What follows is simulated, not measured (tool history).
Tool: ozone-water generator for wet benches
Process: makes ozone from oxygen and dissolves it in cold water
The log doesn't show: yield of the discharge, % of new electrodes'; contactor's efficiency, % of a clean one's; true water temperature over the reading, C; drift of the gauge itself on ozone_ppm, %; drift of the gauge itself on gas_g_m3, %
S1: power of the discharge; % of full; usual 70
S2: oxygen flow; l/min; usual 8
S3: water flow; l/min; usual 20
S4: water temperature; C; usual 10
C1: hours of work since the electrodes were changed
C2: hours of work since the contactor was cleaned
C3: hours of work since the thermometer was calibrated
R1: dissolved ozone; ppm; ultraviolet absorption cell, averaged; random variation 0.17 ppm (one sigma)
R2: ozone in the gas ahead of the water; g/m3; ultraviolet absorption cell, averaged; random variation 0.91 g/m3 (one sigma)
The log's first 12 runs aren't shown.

run,hour,S1,S2,S3,S4,C1,C2,C3,R1,R2
13,482.5,70,8,29,10,1807,5717,306,16.1,150
14,538.7,70,8,29,10,1846,5756,346,16.2,151.3
15,589.9,70,8,29,10,1882,5792,382,16.2,150.3
16,621.5,70,8,29,10,1904,5815,404,16.4,151.4
17,646.1,81,10.62,15,13,1922,5832,421,28.7,152.8
18,670.2,81,10.62,15,13,1939,5849,438,28.9,151.6
19,713.1,73,10.62,15,13,1969,5879,468,26,138.2
20,754.5,70,8,23,8,1998,5908,497,20.1,150.8
21,797.6,80,11.76,13,6,2028,5938,528,35.1,143.6
22,847.3,50,5.19,13,11,2063,5973,563,21,135.2
23,877.5,64,9.28,31,6,2084,5994,584,15.1,130.3
24,904,70,7.99,28,6,2103,6013,603,17.9,152.3
25,955.7,74,10.97,20,6,2139,6049,639,25.2,139
26,983,74,10.97,20,13,2158,6069,658,22,137.4
27,1031.9,45,8,20,17,2193,6103,692,13,100.2
28,1063.1,45,8,20,17,2215,6125,714,12.9,102
29,1107.7,70,8.57,20,10,2246,6156,746,22,147
30,1132.9,70,8.57,20,10,2264,6174,763,22.1,146.4

Forecast run 31:
31,1175.2,70,7.74,30,10,2293,6204,793,?,?

Run 31 gave R1 15.6 ppm, R2 155.2 g/m3.
Without the tool's hidden state the same run would have given R1 15.7 ppm, R2 155.3 g/m3.
